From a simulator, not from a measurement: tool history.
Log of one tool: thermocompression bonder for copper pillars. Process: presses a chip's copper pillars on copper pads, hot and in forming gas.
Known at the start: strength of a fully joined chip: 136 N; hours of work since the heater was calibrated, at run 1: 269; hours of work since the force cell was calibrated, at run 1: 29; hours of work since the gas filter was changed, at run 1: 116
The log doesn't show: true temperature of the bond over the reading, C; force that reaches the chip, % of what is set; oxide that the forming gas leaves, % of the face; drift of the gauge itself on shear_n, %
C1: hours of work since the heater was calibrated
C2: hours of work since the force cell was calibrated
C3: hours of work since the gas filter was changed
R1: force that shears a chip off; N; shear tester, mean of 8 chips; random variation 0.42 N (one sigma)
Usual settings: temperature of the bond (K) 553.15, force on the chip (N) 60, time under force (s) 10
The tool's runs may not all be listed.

Run 1, hour 0.0: usual settings; C1 269; C2 29; C3 116. Result: R1 60.1 N.
Run 2, hour 17.9: usual settings; C1 279; C2 38; C3 126. Result: R1 59.9 N.
Run 3, hour 47.6: usual settings but force on the chip (N) 48; C1 295; C2 55; C3 142. Result: R1 52.9 N.
Run 4, hour 60.4: usual settings; C1 302; C2 62; C3 149. Result: R1 59.0 N.
Run 5, hour 75.8: usual settings; C1 310; C2 70; C3 157. Result: R1 58.7 N.
At hour 97.5: forming gas filter changed.
Run 6, hour 97.8: usual settings; C1 322; C2 81; C3 0. Result: R1 65.6 N.
Run 7, hour 121.3: usual settings; C1 334; C2 94; C3 13. Result: R1 64.8 N.
Run 8, hour 140.0: usual settings; C1 344; C2 104; C3 23. Result: R1 65.4 N.
Run 9, hour 161.7: usual settings but temperature of the bond (K) 581.15, force on the chip (N) 55, time under force (s) 23; C1 356; C2 116; C3 35. Result: R1 99.9 N.
Run 10, hour 174.2: usual settings but force on the chip (N) 54, time under force (s) 24; C1 363; C2 123; C3 42. Result: R1 80.9 N.
Run 11, hour 200.7: usual settings but force on the chip (N) 54, time under force (s) 24; C1 377; C2 137; C3 56. Result: R1 80.6 N.
Run 12, hour 218.1: usual settings but force on the chip (N) 54, time under force (s) 24; C1 387; C2 147; C3 65. Result: R1 80.8 N.
Run 13, hour 238.3: usual settings but force on the chip (N) 54, time under force (s) 24; C1 398; C2 158; C3 76. Result: R1 79.7 N.
Run 14, hour 253.1: usual settings but temperature of the bond (K) 547.15, force on the chip (N) 79, time under force (s) 8; C1 406; C2 166; C3 84. Result: R1 61.0 N.
Run 15, hour 283.0: usual settings but temperature of the bond (K) 547.15, force on the chip (N) 79, time under force (s) 8; C1 422; C2 182; C3 101. Result: R1 60.3 N.

3 ways to go on from here, each from the tool as it stands after run 15. What would each give?
Run A, hour 306.9: usual settings but force on the chip (N) 37, time under force (s) 29; C1 435; C2 195; C3 114. Result: R1 ?.
Run B, hour 306.9: usual settings but temperature of the bond (K) 549.15, force on the chip (N) 53, time under force (s) 17; C1 435; C2 195; C3 114. Result: R1 ?.
Run C, hour 306.9: usual settings but temperature of the bond (K) 560.15, force on the chip (N) 56, time under force (s) 16; C1 435; C2 195; C3 114. Result: R1 ?.

run    R1
  A  71.3
  B  66.1
  C  73.4
Without the tool's hidden state the same runs would have given:
run    R1
  A  73.6
  B  68.0
  C  76.1
